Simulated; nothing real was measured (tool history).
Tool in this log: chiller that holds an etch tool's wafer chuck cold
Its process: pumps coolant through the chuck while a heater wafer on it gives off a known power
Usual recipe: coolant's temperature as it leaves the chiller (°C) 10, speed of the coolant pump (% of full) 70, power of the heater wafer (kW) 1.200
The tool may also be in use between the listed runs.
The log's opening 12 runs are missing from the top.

run    hour  coolant's temperature as it leaves the chiller (°C)  speed of the coolant pump (% of full)  power of the heater wafer (kW)  chuck's temperature once it has settled (°C)  how much warmer the coolant comes back (C)
 13   866.7                                                   10                                     70                           1.200                                          20.4                                        6.68
 14   952.2                                                   10                                     70                           1.200                                          20.3                                        6.70
 15  1024.0                                                   10                                     70                           0.890                                          17.7                                        4.97
 16  1095.8                                                   10                                     70                           0.890                                          17.8                                        4.98
 17  1199.6                                                    2                                     64                           0.890                                          10.2                                        5.47
 18  1316.5                                                   16                                     67                           1.672                                          31.4                                        9.86
 19  1390.8                                                   14                                     75                           0.869                                          20.8                                        4.63
 20  1459.0                                                    1                                     75                           1.166                                          10.5                                        6.19
 21  1529.4                                                   10                                     78                           0.964                                          17.8                                        4.90
 22  1643.0                                                   10                                     74                           1.102                                          19.2                                        6.00
 23  1696.1                                                    8                                     99                           1.200                                          16.3                                        4.88
 24  1782.6                                                   15                                     70                           1.519                                          28.8                                        8.78
 25  1891.7                                                    3                                     73                           1.519                                          16.4                                        8.46
 26  1988.3                                                    3                                     73                           1.519                                          16.2                                        8.45
 27  2059.2                                                   12                                     84                           1.519                                          24.1                                        7.45
 28  2122.4                                                    8                                     66                           1.519                                          22.4                                        9.37
 29  2207.1                                                    8                                     66                           1.519                                          22.3                                        9.45
 30  2298.0                                                    8                                     66                           1.519                                          22.7                                        9.44
 31  2373.4                                                    2                                     69                           1.689                                          17.7                                       10.12

What if the next run were any one of these 3? Each begins from the tool's condition after run 31:
  A  2457.5                                                    2                                     81                           1.689                                             ?                                           ?
  B  2457.5                                                   10                                     63                           1.200                                             ?                                           ?
  C  2457.5                                                   16                                     70                           1.200                                             ?                                           ?

run  chuck's temperature once it has settled (°C)  how much warmer the coolant comes back (C)
  A                                          15.8                                        8.69
  B                                          21.8                                        7.87
  C                                          26.9                                        7.07
Had the tool no hidden state, the same runs would have come out as:
run  chuck's temperature once it has settled (°C)  how much warmer the coolant comes back (C)
  A                                          14.2                                        7.18
  B                                          20.5                                        6.50
  C                                          25.8                                        5.84
